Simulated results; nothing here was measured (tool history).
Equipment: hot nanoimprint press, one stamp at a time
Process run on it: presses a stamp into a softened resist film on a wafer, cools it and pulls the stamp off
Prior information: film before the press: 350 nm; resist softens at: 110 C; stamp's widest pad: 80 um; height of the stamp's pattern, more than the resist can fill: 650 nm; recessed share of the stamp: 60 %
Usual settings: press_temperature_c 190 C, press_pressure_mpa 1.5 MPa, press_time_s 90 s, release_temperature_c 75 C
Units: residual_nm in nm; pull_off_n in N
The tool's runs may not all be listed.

run   hour  press_temperature_c  press_pressure_mpa  press_time_s  release_temperature_c  residual_nm  pull_off_n
  1      0                  190                 1.5            90                     75        126.4         240
  2    6.6                  190                 1.5            90                     75        126.2         237
  3   13.4                  190                 1.5            90                     75        126.6         226
  4   22.7                  190                 1.5            90                     75        126.7         240
  5   28.8                  190                 1.5            90                     75        127.3         230
  6   40.7                  190                 1.5            90                     75          127         223
  7     58                  190                 1.5            90                     75        127.2         227
  8   65.8                  190                 1.5            90                     75        127.7         236
  9   72.7                  190                 1.5            90                     75        127.9         241
 10   82.2                  190                 1.5            90                     75        127.6         248
 11   89.8                  190                 1.5            90                     75        127.2         233
 12   99.9                  190                 1.5            90                     75        127.8         230
 13    110                  190                 1.5            80                     75        134.7         231
 14  117.3                  190                 1.5            80                     75        134.5         235
 15  127.3                  190                 1.5            80                     75        133.9         236
 16  132.8                  190                 1.5            80                     75        134.9         231
 17    143                  190                1.54            91                     73        124.4         248
 18    151                  190                1.54            91                     73        124.3         240
 19    158                  190                1.54            91                     73        124.1         237
 20  168.8                  190                1.54            91                     73        124.4         234
 21  178.5                  200                1.54            50                     73          108         243
 22  188.6                  188                 1.5            90                     83        138.8         195
 23  200.3                  190                 1.5            48                     61          164         298
 24  209.4                  190                0.94            47                     61        200.3         300
 25  215.4                  190                0.94            47                     61        200.3         311
 26  220.5                  181                0.94            85                     61        225.9         308
 27  231.9                  181                0.94            85                     61          225         309
 28  239.6                  190                1.62            90                     75        123.3         234
 29  245.4                  190                1.62           145                     67        101.9         278
 30  255.5                  190                2.28            92                     70        103.2         264
 31  266.2                  191                1.05            91                     64        145.6         301

The log once held 2 entries between its listed runs, left out of this copy. Where does each go, and what is different about the tool's unlogged condition between the listed run before it and the listed run after it?
Runs 6 to 7: stamp cleaned and given a new release coat (hour 55.3)
  pressure that arrives at the usual setting, %: 100 -> 99.99; grip of the stamp's worn release coat, % over a new coat's: 1.5 -> 0; drift of the gauge itself on residual_nm, %: 0.68 -> 0.87
  measured result minus the result with no hidden state, residual_nm: +0.9 -> +1.1 nm
Runs 16 to 17: gauge calibrated (hour 137.4)
  grip of the stamp's worn release coat, % over a new coat's: 0.5 -> 0.6; drift of the gauge itself on residual_nm, %: 2.12 -> 0.09
  measured result minus the result with no hidden state, residual_nm: +3 -> +0.3 nm
